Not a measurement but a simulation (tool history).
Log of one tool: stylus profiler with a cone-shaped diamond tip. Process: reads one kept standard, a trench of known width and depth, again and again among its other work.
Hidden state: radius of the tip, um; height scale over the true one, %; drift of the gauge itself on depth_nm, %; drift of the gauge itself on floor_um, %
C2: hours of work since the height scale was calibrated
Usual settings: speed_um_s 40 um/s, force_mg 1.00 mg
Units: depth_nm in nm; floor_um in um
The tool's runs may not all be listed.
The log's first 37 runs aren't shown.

Run 38, hour 1035.3: usual settings but speed_um_s 117 um/s, force_mg 0.36 mg; scans with this tip 9704; C2 950. Result: depth_nm 100.50 nm, floor_um 96.94 um.
Run 39, hour 1069.0: usual settings; scans with this tip 9948; C2 974. Result: depth_nm 100.70 nm, floor_um 98.15 um.
Run 40, hour 1107.6: usual settings but speed_um_s 60 um/s, force_mg 2.08 mg; scans with this tip 10228; C2 1002. Result: depth_nm 101.05 nm, floor_um 98.06 um.
Run 41, hour 1146.6: usual settings but speed_um_s 67 um/s, force_mg 1.68 mg; scans with this tip 10512; C2 1030. Result: depth_nm 100.90 nm, floor_um 98.02 um.
Run 42, hour 1182.6: usual settings but speed_um_s 67 um/s, force_mg 1.68 mg; scans with this tip 10773; C2 1055. Result: depth_nm 100.96 nm, floor_um 97.94 um.
Run 43, hour 1208.9: usual settings but speed_um_s 67 um/s, force_mg 1.68 mg; scans with this tip 10964; C2 1074. Result: depth_nm 100.95 nm, floor_um 97.94 um.
Run 44, hour 1237.2: usual settings but speed_um_s 20 um/s; scans with this tip 11169; C2 1094. Result: depth_nm 100.79 nm, floor_um 98.20 um.
Run 45, hour 1271.8: usual settings but speed_um_s 39 um/s, force_mg 2.54 mg; scans with this tip 11420; C2 1118. Result: depth_nm 101.18 nm, floor_um 98.17 um.
Run 46, hour 1290.1: usual settings but speed_um_s 66 um/s, force_mg 0.39 mg; scans with this tip 11553; C2 1131. Result: depth_nm 100.55 nm, floor_um 97.60 um.

Forecast each of these 5 alternatives for the next run:
Run A, hour 1330.5: usual settings but speed_um_s 66 um/s, force_mg 0.53 mg; scans with this tip 11847; C2 1160. Result: depth_nm ?, floor_um ?.
Run B, hour 1330.5: usual settings but force_mg 0.63 mg; scans with this tip 11847; C2 1160. Result: depth_nm ?, floor_um ?.
Run C, hour 1330.5: usual settings but force_mg 2.67 mg; scans with this tip 11847; C2 1160. Result: depth_nm ?, floor_um ?.
Run D, hour 1330.5: usual settings but speed_um_s 15 um/s, force_mg 0.34 mg; scans with this tip 11847; C2 1160. Result: depth_nm ?, floor_um ?.
Run E, hour 1330.5: usual settings but speed_um_s 66 um/s, force_mg 0.51 mg; scans with this tip 11847; C2 1160. Result: depth_nm ?, floor_um ?.

run  depth_nm  floor_um
  A    100.58     97.66
  B    100.68     97.96
  C    101.21     98.19
  D    100.57     98.14
  E    100.61     97.62
Without the tool's hidden state the same runs would have given:
run  depth_nm  floor_um
  A    100.28     98.06
  B    100.38     98.36
  C    100.91     98.60
  D    100.27     98.55
  E    100.32     98.02
